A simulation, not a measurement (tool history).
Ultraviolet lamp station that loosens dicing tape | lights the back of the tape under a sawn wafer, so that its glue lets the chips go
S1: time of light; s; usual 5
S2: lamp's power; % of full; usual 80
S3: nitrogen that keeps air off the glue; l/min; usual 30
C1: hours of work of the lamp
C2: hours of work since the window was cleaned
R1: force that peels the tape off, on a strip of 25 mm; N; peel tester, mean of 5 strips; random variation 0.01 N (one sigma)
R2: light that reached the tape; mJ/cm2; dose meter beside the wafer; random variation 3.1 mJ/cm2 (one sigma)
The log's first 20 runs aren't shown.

| run | hour | S1 | S2 | S3 | C1 | C2 | R1 | R2 |
|---|---|---|---|---|---|---|---|---|
| 21 | 557.3 | 5 | 80 | 30 | 1436 | 52 | 0.448 | 463 |
| 22 | 576.6 | 5 | 87 | 30 | 1451 | 67 | 0.374 | 512 |
| 23 | 602.4 | 5 | 63 | 18 | 1471 | 87 | 1.051 | 368 |
| 24 | 632.8 | 5 | 63 | 18 | 1494 | 110 | 1.052 | 372 |
| 25 | 662.3 | 2 | 91 | 34 | 1517 | 133 | 1.737 | 212 |
| 26 | 677.9 | 2 | 91 | 34 | 1529 | 145 | 1.686 | 216 |
|  | 689.0 | lamp changed |
| 27 | 704.0 | 2 | 65 | 9 | 12 | 165 | 3.601 | 156 |
| 28 | 729.4 | 2 | 65 | 9 | 31 | 184 | 3.719 | 151 |
| 29 | 766.6 | 5 | 80 | 45 | 60 | 213 | 0.338 | 473 |
| 30 | 798.4 | 5 | 86 | 40 | 84 | 237 | 0.307 | 506 |
| 31 | 819.5 | 5 | 86 | 16 | 101 | 254 | 0.611 | 502 |
| 32 | 841.4 | 5 | 86 | 16 | 117 | 270 | 0.640 | 497 |
| 33 | 856.6 | 5 | 86 | 16 | 129 | 282 | 0.629 | 500 |
| 34 | 892.0 | 5 | 73 | 38 | 156 | 309 | 0.455 | 425 |

Run 35 comes next. What will it give?
| 35 | 907.8 | 5 | 72 | 30 | 169 | 322 | ? | ? |

{"run 35": {"R1": 0.552, "R2": 421}}
Without the tool's hidden state the same run would have given R1 0.551 N, R2 421 mJ/cm2.
